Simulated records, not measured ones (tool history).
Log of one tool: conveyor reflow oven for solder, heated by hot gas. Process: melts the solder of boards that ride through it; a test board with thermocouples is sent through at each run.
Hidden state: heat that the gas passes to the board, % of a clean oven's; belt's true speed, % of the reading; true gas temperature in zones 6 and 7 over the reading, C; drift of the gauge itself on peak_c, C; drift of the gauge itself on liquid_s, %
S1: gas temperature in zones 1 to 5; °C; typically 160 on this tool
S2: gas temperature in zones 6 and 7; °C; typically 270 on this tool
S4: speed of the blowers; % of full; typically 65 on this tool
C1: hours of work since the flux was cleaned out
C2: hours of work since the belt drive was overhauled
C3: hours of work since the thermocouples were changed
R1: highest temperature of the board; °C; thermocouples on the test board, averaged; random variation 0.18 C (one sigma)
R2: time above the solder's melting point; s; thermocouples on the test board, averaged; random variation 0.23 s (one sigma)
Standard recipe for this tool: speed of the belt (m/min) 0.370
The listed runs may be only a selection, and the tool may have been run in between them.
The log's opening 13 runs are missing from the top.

{"run": 14, "day": 11.1, "S1": 160, "S2": 270, "speed of the belt (m/min)": 0.37, "S4": 65, "C1": 52, "C2": 167, "C3": 496, "R1": 251.2, "R2": 76.6}
{"run": 15, "day": 12.196, "S1": 160, "S2": 270, "speed of the belt (m/min)": 0.37, "S4": 65, "C1": 71, "C2": 186, "C3": 515, "R1": 251.3, "R2": 76.7}
{"run": 16, "day": 13.283, "S1": 160, "S2": 270, "speed of the belt (m/min)": 0.37, "S4": 65, "C1": 89, "C2": 204, "C3": 533, "R1": 251.4, "R2": 76.4}
{"run": 17, "day": 14.088, "S1": 160, "S2": 279, "speed of the belt (m/min)": 0.346, "S4": 87, "C1": 103, "C2": 218, "C3": 547, "R1": 266.2, "R2": 98.6}
{"run": 18, "day": 15.125, "S1": 165, "S2": 270, "speed of the belt (m/min)": 0.37, "S4": 65, "C1": 121, "C2": 236, "C3": 565, "R1": 252.3, "R2": 79.8}
{"run": 19, "day": 15.904, "S1": 165, "S2": 270, "speed of the belt (m/min)": 0.37, "S4": 65, "C1": 134, "C2": 249, "C3": 578, "R1": 252.0, "R2": 79.6}
{"run": 20, "day": 16.908, "S1": 165, "S2": 270, "speed of the belt (m/min)": 0.37, "S4": 65, "C1": 151, "C2": 266, "C3": 595, "R1": 252.0, "R2": 79.0}
{"day": 17.525, "done": "flux residue cleaned out of gas plates and filters"}
{"run": 21, "day": 18.204, "S1": 160, "S2": 262, "speed of the belt (m/min)": 0.355, "S4": 68, "C1": 12, "C2": 285, "C3": 614, "R1": 247.4, "R2": 76.4}
{"run": 22, "day": 19.158, "S1": 148, "S2": 269, "speed of the belt (m/min)": 0.355, "S4": 68, "C1": 28, "C2": 301, "C3": 630, "R1": 251.6, "R2": 75.9}
{"run": 23, "day": 19.875, "S1": 146, "S2": 268, "speed of the belt (m/min)": 0.412, "S4": 65, "C1": 40, "C2": 314, "C3": 643, "R1": 243.1, "R2": 53.1}
{"run": 24, "day": 20.571, "S1": 159, "S2": 270, "speed of the belt (m/min)": 0.428, "S4": 66, "C1": 52, "C2": 325, "C3": 655, "R1": 246.0, "R2": 58.5}

For run 25, what comes out?
{"run": 25, "day": 21.554, "S1": 173, "S2": 275, "speed of the belt (m/min)": 0.406, "S4": 65, "C1": 69, "C2": 342, "C3": 671, "R1": "?", "R2": "?"}

{"run 25": {"R1": 255.3, "R2": 78.1}}
With no hidden state in the tool, this same run would have given R1 253.8 °C, R2 76.4 s.

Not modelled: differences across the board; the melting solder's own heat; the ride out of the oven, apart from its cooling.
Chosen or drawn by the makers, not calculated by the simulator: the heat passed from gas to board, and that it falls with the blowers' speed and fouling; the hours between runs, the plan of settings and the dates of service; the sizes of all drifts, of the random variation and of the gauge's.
